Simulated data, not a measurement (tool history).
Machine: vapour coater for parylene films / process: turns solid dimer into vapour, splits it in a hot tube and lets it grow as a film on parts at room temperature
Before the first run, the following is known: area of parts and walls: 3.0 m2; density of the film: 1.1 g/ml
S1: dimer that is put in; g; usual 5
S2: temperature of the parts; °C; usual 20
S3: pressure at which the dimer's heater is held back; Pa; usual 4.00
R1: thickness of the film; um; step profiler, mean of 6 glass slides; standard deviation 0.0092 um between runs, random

{"run": 1, "day": 0.0, "S1": 5, "S2": 20, "S3": 4.0, "R1": 1.155}
{"run": 2, "day": 2.183, "S1": 5, "S2": 20, "S3": 4.0, "R1": 1.18}
{"run": 3, "day": 3.233, "S1": 7, "S2": 20, "S3": 4.0, "R1": 1.631}
{"run": 4, "day": 5.008, "S1": 7, "S2": 20, "S3": 11.19, "R1": 1.395}
{"run": 5, "day": 6.104, "S1": 7, "S2": 20, "S3": 11.19, "R1": 1.38}
{"run": 6, "day": 8.229, "S1": 5, "S2": 14, "S3": 4.0, "R1": 1.465}
{"run": 7, "day": 9.25, "S1": 5, "S2": 20, "S3": 4.0, "R1": 1.162}
{"run": 8, "day": 10.812, "S1": 5, "S2": 20, "S3": 4.0, "R1": 1.135}
{"run": 9, "day": 12.521, "S1": 5, "S2": 23, "S3": 4.0, "R1": 0.979}
{"run": 10, "day": 13.517, "S1": 5, "S2": 23, "S3": 4.0, "R1": 0.969}
{"run": 11, "day": 15.279, "S1": 5, "S2": 20, "S3": 2.54, "R1": 1.209}
{"run": 12, "day": 16.762, "S1": 5, "S2": 20, "S3": 2.54, "R1": 1.205}
{"run": 13, "day": 17.996, "S1": 3, "S2": 29, "S3": 2.54, "R1": 0.462}
{"run": 14, "day": 19.117, "S1": 3, "S2": 19, "S3": 2.54, "R1": 0.774}
{"run": 15, "day": 20.717, "S1": 5, "S2": 16, "S3": 5.89, "R1": 1.282}
{"run": 16, "day": 22.167, "S1": 5, "S2": 27, "S3": 2.55, "R1": 0.862}
{"run": 17, "day": 23.958, "S1": 4, "S2": 21, "S3": 9.64, "R1": 0.751}
{"run": 18, "day": 25.546, "S1": 2, "S2": 12, "S3": 2.17, "R1": 0.562}
{"run": 19, "day": 27.746, "S1": 7, "S2": 12, "S3": 2.17, "R1": 1.995}
{"run": 20, "day": 29.021, "S1": 7, "S2": 12, "S3": 2.17, "R1": 1.999}
{"run": 21, "day": 30.979, "S1": 4, "S2": 23, "S3": 5.16, "R1": 0.742}
{"run": 22, "day": 32.667, "S1": 5, "S2": 15, "S3": 5.81, "R1": 1.326}

Consider 5 possible next runs. They are alternatives, not a sequence: every one starts from the tool as it was left by run 22. What does each give?
{"run": "A", "day": 35.104, "S1": 9, "S2": 17, "S3": 2.76, "R1": "?"}
{"run": "B", "day": 35.104, "S1": 5, "S2": 20, "S3": 8.55, "R1": "?"}
{"run": "C", "day": 35.104, "S1": 5, "S2": 17, "S3": 7.37, "R1": "?"}
{"run": "D", "day": 35.104, "S1": 5, "S2": 15, "S3": 8.19, "R1": "?"}
{"run": "E", "day": 35.104, "S1": 8, "S2": 20, "S3": 3.48, "R1": "?"}

run=A R1=2.404
run=B R1=0.971
run=C R1=1.159
run=D R1=1.261
run=E R1=1.783
Without the tool's unlogged condition, the same runs would have read:
run=A R1=2.652
run=B R1=1.072
run=C R1=1.279
run=D R1=1.390
run=E R1=1.967
